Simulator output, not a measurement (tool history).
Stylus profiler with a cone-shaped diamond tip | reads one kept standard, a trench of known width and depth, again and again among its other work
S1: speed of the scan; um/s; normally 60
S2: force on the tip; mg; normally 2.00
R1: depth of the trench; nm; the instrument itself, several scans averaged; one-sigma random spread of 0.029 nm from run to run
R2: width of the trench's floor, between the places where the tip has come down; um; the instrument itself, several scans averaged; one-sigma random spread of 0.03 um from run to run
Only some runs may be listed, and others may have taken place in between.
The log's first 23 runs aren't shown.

Run 24, hour 218.4: usual settings. Result: R1 202.10 nm, R2 97.59 um.
Run 25, hour 227.9: usual settings but S2 1.37 mg. Result: R1 201.62 nm, R2 97.55 um.
Run 26, hour 238.7: usual settings but S1 27 um/s. Result: R1 202.02 nm, R2 97.69 um.
Run 27, hour 253.3: usual settings but S1 147 um/s, S2 2.32 mg. Result: R1 202.30 nm, R2 97.35 um.
Run 28, hour 263.9: usual settings but S1 224 um/s, S2 2.89 mg. Result: R1 202.70 nm, R2 97.17 um.
Run 29, hour 278.0: usual settings but S1 106 um/s, S2 1.17 mg. Result: R1 201.46 nm, R2 97.32 um.
Run 30, hour 288.9: usual settings but S1 153 um/s, S2 5.03 mg. Result: R1 203.92 nm, R2 97.43 um.
Run 31, hour 303.8: usual settings but S1 153 um/s, S2 5.03 mg. Result: R1 203.93 nm, R2 97.47 um.
Run 32, hour 317.3: usual settings but S1 46 um/s, S2 2.21 mg. Result: R1 202.24 nm, R2 97.65 um.
Run 33, hour 327.1: usual settings but S1 46 um/s, S2 2.21 mg. Result: R1 202.21 nm, R2 97.59 um.
Run 34, hour 338.4: usual settings but S1 46 um/s, S2 2.21 mg. Result: R1 202.19 nm, R2 97.61 um.
Run 35, hour 351.4: usual settings but S1 18 um/s, S2 5.66 mg. Result: R1 204.31 nm, R2 97.70 um.
Run 36, hour 365.7: usual settings but S1 82 um/s, S2 3.93 mg. Result: R1 203.28 nm, R2 97.58 um.
Run 37, hour 375.8: usual settings but S1 34 um/s, S2 0.79 mg. Result: R1 200.98 nm, R2 97.55 um.
Run 38, hour 383.7: usual settings but S1 45 um/s, S2 1.98 mg. Result: R1 202.04 nm, R2 97.58 um.
Run 39, hour 396.9: usual settings but S1 96 um/s, S2 1.98 mg. Result: R1 202.03 nm, R2 97.48 um.
Run 40, hour 406.2: usual settings but S1 146 um/s, S2 1.42 mg. Result: R1 201.60 nm, R2 97.24 um.
Run 41, hour 419.9: usual settings but S1 237 um/s, S2 4.65 mg. Result: R1 203.71 nm, R2 97.22 um.
Run 42, hour 430.6: usual settings but S1 237 um/s, S2 4.65 mg. Result: R1 203.69 nm, R2 97.25 um.
Run 43, hour 441.6: usual settings but S2 2.37 mg. Result: R1 202.32 nm, R2 97.55 um.
Run 44, hour 449.9: usual settings but S1 152 um/s, S2 2.70 mg. Result: R1 202.51 nm, R2 97.32 um.
Run 45, hour 457.6: usual settings but S1 135 um/s, S2 2.44 mg. Result: R1 202.34 nm, R2 97.44 um.
Run 46, hour 466.4: usual settings but S1 104 um/s, S2 0.68 mg. Result: R1 200.90 nm, R2 97.26 um.
Run 47, hour 476.6: usual settings but S1 104 um/s, S2 0.68 mg. Result: R1 200.91 nm, R2 97.17 um.
Run 48, hour 484.8: usual settings but S1 28 um/s, S2 2.24 mg. Result: R1 202.18 nm, R2 97.59 um.

Branching from run 48: 3 alternative next runs. What would each branch give?
Run A, hour 495.3: usual settings but S1 21 um/s, S2 2.09 mg. Result: R1 ?, R2 ?.
Run B, hour 495.3: usual settings but S1 31 um/s, S2 4.47 mg. Result: R1 ?, R2 ?.
Run C, hour 495.3: usual settings but S1 132 um/s, S2 3.50 mg. Result: R1 ?, R2 ?.

run      R1     R2
  A  202.10  97.58
  B  203.57  97.63
  C  203.03  97.42
With the hidden condition removed and each run's random variation left untouched, the same runs would have given:
run      R1     R2
  A  202.25  97.92
  B  203.73  97.97
  C  203.18  97.77

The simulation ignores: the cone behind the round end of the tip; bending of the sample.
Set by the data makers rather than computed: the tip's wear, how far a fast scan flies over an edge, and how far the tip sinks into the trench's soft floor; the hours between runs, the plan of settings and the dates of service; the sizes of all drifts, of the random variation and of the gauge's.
